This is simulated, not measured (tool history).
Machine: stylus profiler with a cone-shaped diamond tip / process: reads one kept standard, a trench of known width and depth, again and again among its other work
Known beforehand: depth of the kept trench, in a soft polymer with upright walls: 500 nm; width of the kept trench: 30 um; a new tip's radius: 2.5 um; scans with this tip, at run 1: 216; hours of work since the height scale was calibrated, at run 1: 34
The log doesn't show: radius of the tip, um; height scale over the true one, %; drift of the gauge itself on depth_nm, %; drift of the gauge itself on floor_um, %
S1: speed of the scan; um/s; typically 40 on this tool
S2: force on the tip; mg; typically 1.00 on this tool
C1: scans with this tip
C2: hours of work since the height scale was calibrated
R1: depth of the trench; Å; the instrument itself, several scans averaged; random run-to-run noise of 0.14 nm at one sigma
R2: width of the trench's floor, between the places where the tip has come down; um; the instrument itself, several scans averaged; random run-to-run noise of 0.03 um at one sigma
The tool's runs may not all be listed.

| run | hour | S1 | S2 | C1 | C2 | R1 | R2 |
|---|---|---|---|---|---|---|---|
| 1 | 0.0 | 40 | 1.00 | 216 | 34 | 5048.7 | 26.72 |
| 2 | 11.1 | 40 | 1.00 | 250 | 40 | 5050.4 | 26.70 |
| 3 | 32.1 | 40 | 0.85 | 315 | 50 | 5044.9 | 26.66 |
| 4 | 45.4 | 40 | 0.85 | 357 | 57 | 5043.4 | 26.68 |
| 5 | 68.5 | 83 | 1.00 | 428 | 68 | 5048.0 | 26.43 |
| 6 | 84.4 | 83 | 1.00 | 477 | 76 | 5050.1 | 26.43 |
| 7 | 101.6 | 70 | 0.43 | 530 | 84 | 5030.1 | 26.29 |
| 8 | 112.1 | 70 | 0.43 | 563 | 89 | 5029.8 | 26.31 |
| 9 | 136.4 | 19 | 0.99 | 638 | 101 | 5050.0 | 26.81 |
| 10 | 160.9 | 21 | 0.73 | 714 | 113 | 5044.0 | 26.71 |
| 11 | 185.7 | 31 | 0.50 | 790 | 126 | 5035.3 | 26.66 |

Pick out some run-to-run changes in R1. Of each, how much would a tool without hidden state show as well, from the settings, what came in and chance, and how much is left for the hidden state and any gauge scatter not in both results compared?
Run 8 -> 9: S1 70 -> 19, S2 0.43 -> 0.99. R1 +20.2 Å: hidden state +0.4, all else +19.8.

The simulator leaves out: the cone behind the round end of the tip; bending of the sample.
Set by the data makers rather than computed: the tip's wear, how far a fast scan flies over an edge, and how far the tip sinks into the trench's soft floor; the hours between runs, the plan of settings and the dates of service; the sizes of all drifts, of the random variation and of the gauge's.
